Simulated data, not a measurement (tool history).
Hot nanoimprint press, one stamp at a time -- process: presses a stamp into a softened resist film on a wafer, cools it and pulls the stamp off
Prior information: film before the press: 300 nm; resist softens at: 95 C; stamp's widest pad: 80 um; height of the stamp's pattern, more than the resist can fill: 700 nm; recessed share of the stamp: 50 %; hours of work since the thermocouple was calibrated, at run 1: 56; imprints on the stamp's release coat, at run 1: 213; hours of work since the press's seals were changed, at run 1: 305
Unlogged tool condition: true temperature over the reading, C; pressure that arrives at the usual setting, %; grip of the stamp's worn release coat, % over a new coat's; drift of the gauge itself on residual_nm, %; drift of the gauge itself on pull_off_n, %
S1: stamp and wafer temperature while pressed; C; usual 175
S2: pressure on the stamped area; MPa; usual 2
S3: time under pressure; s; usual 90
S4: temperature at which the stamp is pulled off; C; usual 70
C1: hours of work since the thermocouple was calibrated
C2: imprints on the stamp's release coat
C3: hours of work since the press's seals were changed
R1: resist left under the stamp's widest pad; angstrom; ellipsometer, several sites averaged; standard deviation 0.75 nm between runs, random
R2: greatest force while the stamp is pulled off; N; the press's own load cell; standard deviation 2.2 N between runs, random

| run | hour | S1 | S2 | S3 | S4 | C1 | C2 | C3 | R1 | R2 |
|---|---|---|---|---|---|---|---|---|---|---|
| 1 | 0 | 175 | 2 | 90 | 70 | 56 | 213 | 305 | 1084 | 106 |
| 2 | 12.6 | 175 | 2 | 90 | 77 | 63 | 260 | 313 | 1079 | 87 |
| 3 | 24.8 | 175 | 2 | 90 | 70 | 71 | 306 | 320 | 1080 | 109 |
| 4 | 32.5 | 175 | 2 | 90 | 65 | 76 | 334 | 325 | 1080 | 114 |
| 5 | 43.5 | 166 | 2 | 90 | 70 | 83 | 375 | 332 | 1527 | 106 |
| 6 | 57.4 | 175 | 2 | 90 | 67 | 91 | 427 | 341 | 1063 | 121 |
| 7 | 65 | 175 | 2 | 90 | 67 | 96 | 455 | 345 | 1074 | 117 |
| 8 | 82.6 | 175 | 2 | 90 | 67 | 107 | 521 | 356 | 1077 | 119 |
| 9 | 96.2 | 175 | 2 | 90 | 67 | 115 | 571 | 365 | 1066 | 120 |
| 10 | 113.4 | 175 | 2 | 90 | 67 | 126 | 635 | 375 | 1089 | 117 |
| 11 | 130.5 | 175 | 2 | 90 | 67 | 137 | 699 | 386 | 1078 | 121 |
| 12 | 145.7 | 175 | 2 | 90 | 70 | 146 | 756 | 396 | 1067 | 116 |
| 13 | 154.3 | 175 | 2 | 90 | 70 | 151 | 788 | 401 | 1077 | 115 |
| 14 | 170.5 | 175 | 2 | 90 | 70 | 161 | 848 | 411 | 1082 | 118 |
| 15 | 186.8 | 175 | 2 | 90 | 70 | 172 | 909 | 421 | 1070 | 117 |
| 16 | 195.2 | 179 | 1.32 | 50 | 74 | 177 | 940 | 426 | 1425 | 107 |
| 17 | 212.8 | 179 | 1.32 | 50 | 74 | 188 | 1005 | 437 | 1420 | 108 |
| 18 | 222.5 | 173 | 1.51 | 163 | 70 | 194 | 1041 | 443 | 1115 | 121 |
| 19 | 232.3 | 173 | 2.89 | 172 | 70 | 200 | 1078 | 449 | 742 | 119 |
|  | 236.5 | plate thermocouple calibrated |
| 20 | 245 | 175 | 1.33 | 90 | 73 | 5 | 1114 | 455 | 1339 | 112 |
| 21 | 253.5 | 175 | 2.88 | 90 | 71 | 11 | 1146 | 461 | 874 | 123 |
| 22 | 267.3 | 175 | 2 | 70 | 70 | 19 | 1197 | 469 | 1176 | 123 |
| 23 | 275 | 175 | 2 | 70 | 70 | 24 | 1226 | 474 | 1170 | 127 |

The next listed run, before its measurement:
| 24 | 283.7 | 182 | 3.01 | 58 | 67 | 29 | 1258 | 479 | ? | ? |

Run 24 yielded R1 757 angstrom, R2 134 N.
If the tool had no hidden condition, the same run with the same run-to-run variation would have returned R1 749 angstrom, R2 107 N.
